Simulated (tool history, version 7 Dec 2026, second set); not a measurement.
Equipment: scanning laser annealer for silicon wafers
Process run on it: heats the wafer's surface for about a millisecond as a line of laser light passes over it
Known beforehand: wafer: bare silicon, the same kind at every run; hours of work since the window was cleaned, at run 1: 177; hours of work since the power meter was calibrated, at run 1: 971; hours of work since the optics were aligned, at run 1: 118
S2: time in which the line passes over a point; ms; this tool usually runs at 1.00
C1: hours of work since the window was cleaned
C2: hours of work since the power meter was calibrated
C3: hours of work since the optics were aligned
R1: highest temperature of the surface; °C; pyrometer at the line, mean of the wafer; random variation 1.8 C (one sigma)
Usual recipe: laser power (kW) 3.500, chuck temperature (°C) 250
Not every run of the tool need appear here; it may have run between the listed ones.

run 1 day=0.000 | laser_power_(kW)=3.500 S2=1.00 chuck_temperature_(°C)=250 | C1=177 C2=971 C3=118 | R1=1051
run 2 day=2.196 | laser_power_(kW)=3.500 S2=1.00 chuck_temperature_(°C)=250 | C1=205 C2=999 C3=145 | R1=1051
run 3 day=3.142 | laser_power_(kW)=3.500 S2=1.00 chuck_temperature_(°C)=250 | C1=217 C2=1011 C3=157 | R1=1047
run 4 day=4.483 | laser_power_(kW)=3.500 S2=1.00 chuck_temperature_(°C)=250 | C1=233 C2=1028 C3=174 | R1=1048
run 5 day=5.846 | laser_power_(kW)=3.500 S2=1.00 chuck_temperature_(°C)=250 | C1=250 C2=1045 C3=191 | R1=1047
run 6 day=7.825 | laser_power_(kW)=3.500 S2=1.00 chuck_temperature_(°C)=250 | C1=275 C2=1069 C3=216 | R1=1046
run 7 day=9.458 | laser_power_(kW)=3.500 S2=1.00 chuck_temperature_(°C)=250 | C1=296 C2=1090 C3=236 | R1=1044
run 8 day=11.150 | laser_power_(kW)=3.191 S2=1.00 chuck_temperature_(°C)=250 | C1=317 C2=1111 C3=257 | R1=974
run 9 day=12.729 | laser_power_(kW)=3.191 S2=1.00 chuck_temperature_(°C)=250 | C1=337 C2=1131 C3=277 | R1=971
run 10 day=14.850 | laser_power_(kW)=3.191 S2=1.00 chuck_temperature_(°C)=250 | C1=363 C2=1157 C3=304 | R1=967
run 11 day=16.917 | laser_power_(kW)=3.716 S2=0.91 chuck_temperature_(°C)=274 | C1=389 C2=1183 C3=330 | R1=1072

Run 12 comes next. What will it give?
run 12 day=18.267 | laser_power_(kW)=3.450 S2=1.00 chuck_temperature_(°C)=273 | C1=406 C2=1200 C3=346 | R1=?

{"run 12": {"R1": 1047}}
On a tool with no hidden condition, and with the same random variation, this run would have come out at R1 1079 °C.
